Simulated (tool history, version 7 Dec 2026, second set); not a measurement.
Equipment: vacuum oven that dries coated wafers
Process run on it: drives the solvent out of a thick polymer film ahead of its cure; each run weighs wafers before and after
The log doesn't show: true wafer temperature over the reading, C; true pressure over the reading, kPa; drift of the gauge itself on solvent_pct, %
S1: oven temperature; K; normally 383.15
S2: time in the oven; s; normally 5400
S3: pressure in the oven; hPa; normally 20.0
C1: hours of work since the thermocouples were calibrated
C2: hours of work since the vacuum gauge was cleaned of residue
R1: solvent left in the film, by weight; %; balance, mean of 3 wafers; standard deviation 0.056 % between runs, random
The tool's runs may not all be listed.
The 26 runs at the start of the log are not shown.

{"run": 27, "day": 15.171, "S1": 374.15, "S2": 6660, "S3": 11.8, "C1": 910, "C2": 300, "R1": 3.07}
{"run": 28, "day": 15.746, "S1": 383.15, "S2": 5400, "S3": 20.4, "C1": 920, "C2": 310, "R1": 2.63}
{"run": 29, "day": 16.333, "S1": 392.15, "S2": 8040, "S3": 15.1, "C1": 930, "C2": 320, "R1": 0.72}
{"run": 30, "day": 17.042, "S1": 387.15, "S2": 3420, "S3": 37.0, "C1": 942, "C2": 332, "R1": 4.21}
{"run": 31, "day": 17.512, "S1": 387.15, "S2": 3420, "S3": 37.0, "C1": 950, "C2": 340, "R1": 4.24}
{"run": 32, "day": 18.158, "S1": 387.15, "S2": 3420, "S3": 37.0, "C1": 961, "C2": 351, "R1": 4.26}
{"run": 33, "day": 18.838, "S1": 387.15, "S2": 3420, "S3": 37.0, "C1": 972, "C2": 363, "R1": 4.25}
{"run": 34, "day": 19.692, "S1": 383.15, "S2": 5400, "S3": 33.0, "C1": 987, "C2": 377, "R1": 3.26}
{"run": 35, "day": 20.121, "S1": 375.15, "S2": 4560, "S3": 20.0, "C1": 994, "C2": 385, "R1": 5.0}
{"run": 36, "day": 20.917, "S1": 383.15, "S2": 5400, "S3": 73.1, "C1": 1008, "C2": 398, "R1": 4.89}
{"run": 37, "day": 21.633, "S1": 369.15, "S2": 6180, "S3": 53.0, "C1": 1020, "C2": 411, "R1": 7.21}
{"run": 38, "day": 22.271, "S1": 394.15, "S2": 3120, "S3": 55.7, "C1": 1031, "C2": 421, "R1": 3.65}
{"run": 39, "day": 23.046, "S1": 383.15, "S2": 7320, "S3": 10.3, "C1": 1044, "C2": 435, "R1": 1.25}
{"run": 40, "day": 23.654, "S1": 383.15, "S2": 7320, "S3": 10.3, "C1": 1055, "C2": 445, "R1": 1.22}
{"run": 41, "day": 24.288, "S1": 381.15, "S2": 5040, "S3": 23.6, "C1": 1066, "C2": 456, "R1": 3.3}
{"run": 42, "day": 24.946, "S1": 392.15, "S2": 5400, "S3": 27.5, "C1": 1077, "C2": 467, "R1": 1.64}
{"run": 43, "day": 25.479, "S1": 383.15, "S2": 5400, "S3": 19.4, "C1": 1086, "C2": 476, "R1": 2.48}
{"run": 44, "day": 26.129, "S1": 383.15, "S2": 5400, "S3": 19.4, "C1": 1097, "C2": 487, "R1": 2.51}
{"run": 45, "day": 26.696, "S1": 383.15, "S2": 5400, "S3": 26.1, "C1": 1107, "C2": 497, "R1": 2.93}

Predict each of these 5 candidate next runs independently; none follows another, all start after run 45:
{"run": "A", "day": 27.317, "S1": 383.15, "S2": 5400, "S3": 29.2, "C1": 1118, "C2": 508, "R1": "?"}
{"run": "B", "day": 27.317, "S1": 371.15, "S2": 4140, "S3": 20.0, "C1": 1118, "C2": 508, "R1": "?"}
{"run": "C", "day": 27.317, "S1": 383.15, "S2": 8400, "S3": 31.1, "C1": 1118, "C2": 508, "R1": "?"}
{"run": "D", "day": 27.317, "S1": 383.15, "S2": 3600, "S3": 16.0, "C1": 1118, "C2": 508, "R1": "?"}
{"run": "E", "day": 27.317, "S1": 370.15, "S2": 5820, "S3": 44.5, "C1": 1118, "C2": 508, "R1": "?"}

run=A R1=3.02
run=B R1=6.66
run=C R1=1.97
run=D R1=4.13
run=E R1=6.65
The same runs, with their run-to-run variation unchanged, on a tool lacking any hidden condition would have given:
run=A R1=3.01
run=B R1=6.64
run=C R1=1.96
run=D R1=4.12
run=E R1=6.63

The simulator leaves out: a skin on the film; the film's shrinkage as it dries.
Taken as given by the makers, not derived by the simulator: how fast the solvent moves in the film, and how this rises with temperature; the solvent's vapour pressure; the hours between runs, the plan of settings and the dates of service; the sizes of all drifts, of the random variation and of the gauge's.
